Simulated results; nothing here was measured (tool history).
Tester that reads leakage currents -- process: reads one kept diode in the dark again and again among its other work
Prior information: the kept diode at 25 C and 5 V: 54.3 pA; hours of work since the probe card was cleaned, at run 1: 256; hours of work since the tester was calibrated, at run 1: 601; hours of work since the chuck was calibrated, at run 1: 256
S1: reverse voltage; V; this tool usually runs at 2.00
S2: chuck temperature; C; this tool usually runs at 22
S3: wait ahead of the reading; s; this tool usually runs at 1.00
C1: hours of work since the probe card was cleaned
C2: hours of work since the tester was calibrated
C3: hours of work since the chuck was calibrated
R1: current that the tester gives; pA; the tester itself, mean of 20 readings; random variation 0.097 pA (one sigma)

Run 1, hour 0.0: usual settings; C1 256; C2 601; C3 256. Result: R1 29.21 pA.
Run 2, hour 152.1: usual settings; C1 368; C2 714; C3 368. Result: R1 30.16 pA.
Run 3, hour 326.2: usual settings but S1 3.55 V; C1 497; C2 843; C3 497. Result: R1 41.82 pA.
Run 4, hour 526.1: usual settings but S1 3.55 V; C1 645; C2 990; C3 645. Result: R1 43.84 pA.
At hour 660.3: chuck's temperature calibrated.
Run 5, hour 706.1: usual settings but S1 3.55 V; C1 777; C2 1122; C3 34. Result: R1 39.21 pA.
Run 6, hour 848.8: usual settings; C1 882; C2 1228; C3 139. Result: R1 30.29 pA.
Run 7, hour 983.3: usual settings; C1 982; C2 1327; C3 239. Result: R1 31.42 pA.
Run 8, hour 1133.4: usual settings; C1 1093; C2 1438; C3 350. Result: R1 32.60 pA.
Run 9, hour 1343.0: usual settings; C1 1248; C2 1593; C3 505. Result: R1 34.38 pA.
Run 10, hour 1526.8: usual settings; C1 1384; C2 1729; C3 641. Result: R1 35.73 pA.
At hour 1667.6: chuck's temperature calibrated.
Run 11, hour 1733.2: usual settings; C1 1535; C2 1880; C3 49. Result: R1 31.29 pA.
Run 12, hour 1875.7: usual settings but S1 3.20 V, S2 31 C, S3 2.59 s; C1 1640; C2 1986; C3 154. Result: R1 85.23 pA.
Run 13, hour 2069.1: usual settings but S1 10.98 V, S3 0.84 s; C1 1783; C2 2129; C3 297. Result: R1 87.89 pA.
Run 14, hour 2257.2: usual settings but S1 10.98 V, S3 0.84 s; C1 1922; C2 2268; C3 436. Result: R1 92.80 pA.
Run 15, hour 2429.5: usual settings but S1 7.51 V, S2 23 C, S3 0.57 s; C1 2050; C2 2395; C3 564. Result: R1 83.43 pA.
Run 16, hour 2534.5: usual settings but S1 7.51 V, S2 23 C, S3 0.57 s; C1 2127; C2 2473; C3 641. Result: R1 85.19 pA.
At hour 2673.1: chuck's temperature calibrated.
Run 17, hour 2673.1: usual settings but S1 3.88 V, S2 31 C, S3 0.36 s; C1 2229; C2 2574; C3 0. Result: R1 97.63 pA.
Run 18, hour 2865.9: usual settings but S2 25 C, S3 0.66 s; C1 2371; C2 2717; C3 143. Result: R1 43.81 pA.
At hour 2973.3: probe card cleaned and baked.
Run 19, hour 2986.0: usual settings but S2 25 C, S3 0.66 s; C1 9; C2 2803; C3 229. Result: R1 39.41 pA.
Run 20, hour 3106.8: usual settings but S1 11.24 V, S2 49 C, S3 0.66 s; C1 99; C2 2893; C3 319. Result: R1 684.72 pA.
Run 21, hour 3201.5: usual settings but S2 45 C; C1 169; C2 2963; C3 389. Result: R1 228.26 pA.
Run 22, hour 3318.8: usual settings but S1 6.39 V, S2 45 C; C1 256; C2 3049; C3 475. Result: R1 398.20 pA.

Predict each of these 3 candidate next runs independently; none follows another, all start after run 22:
Run A, hour 3508.5: usual settings but S1 4.11 V, S2 36 C; C1 396; C2 3190; C3 616. Result: R1 ?.
Run B, hour 3508.5: usual settings but S1 17.70 V, S2 27 C, S3 2.50 s; C1 396; C2 3190; C3 616. Result: R1 ?.
Run C, hour 3508.5: usual settings but S1 6.13 V, S2 33 C, S3 0.91 s; C1 396; C2 3190; C3 616. Result: R1 ?.

run      R1
  A  161.07
  B  147.90
  C  150.37
With no hidden state in the tool, these same runs would have given:
run      R1
  A  134.91
  B  118.05
  C  124.89

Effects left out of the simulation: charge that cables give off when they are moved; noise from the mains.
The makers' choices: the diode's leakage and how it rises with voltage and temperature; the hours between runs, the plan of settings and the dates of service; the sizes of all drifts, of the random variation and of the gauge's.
